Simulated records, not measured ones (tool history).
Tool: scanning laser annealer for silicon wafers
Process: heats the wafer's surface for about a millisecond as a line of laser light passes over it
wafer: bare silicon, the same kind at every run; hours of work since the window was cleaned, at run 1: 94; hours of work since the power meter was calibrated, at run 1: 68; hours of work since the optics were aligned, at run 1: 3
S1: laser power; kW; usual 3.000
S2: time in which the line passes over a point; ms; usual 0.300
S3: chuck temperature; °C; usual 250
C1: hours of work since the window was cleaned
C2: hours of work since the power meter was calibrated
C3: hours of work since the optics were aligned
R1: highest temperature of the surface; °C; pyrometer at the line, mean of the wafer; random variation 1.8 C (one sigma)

run     day     S1     S2   S3   C1   C2   C3    R1
  1   0.000  3.000  0.300  250   94   68    3  1069
  2   1.038  3.000  0.300  250  108   82   17  1070
  3   2.233  3.000  0.300  250  124   98   33  1066
  4   3.388  3.000  0.300  250  140  113   49  1070
  5   4.588  3.000  0.300  250  156  130   65  1066
  6   5.579  3.290  0.300  250  170  143   79  1156
  7   6.367  3.000  0.300  282  180  154   89  1091
  8   6.958  3.000  0.300  282  188  162   97  1091
  9   8.362  2.723  0.288  282  207  181  116   988
 10   9.429  2.723  0.233  270  222  195  130   914
 11  10.038  3.000  0.235  214  230  203  139   940
 12  11.196  2.665  0.261  270  245  219  154   927
 13  11.900  3.000  0.227  277  255  228  164   989
 14  13.283  3.012  0.309  271  274  247  182  1093

Forecast each of these 5 alternatives for the next run:
  A  13.988  2.889  0.311  216  283  256  192   ?
  B  13.988  3.037  0.220  222  283  256  192   ?
  C  13.988  3.088  0.274  274  283  256  192   ?
  D  13.988  3.012  0.309  268  283  256  192   ?
  E  13.988  3.226  0.309  271  283  256  192   ?

run    R1
  A   998
  B   930
  C  1071
  D  1086
  E  1159
Without the tool's hidden state the same runs would have given:
run    R1
  A  1021
  B   951
  C  1094
  D  1110
  E  1185
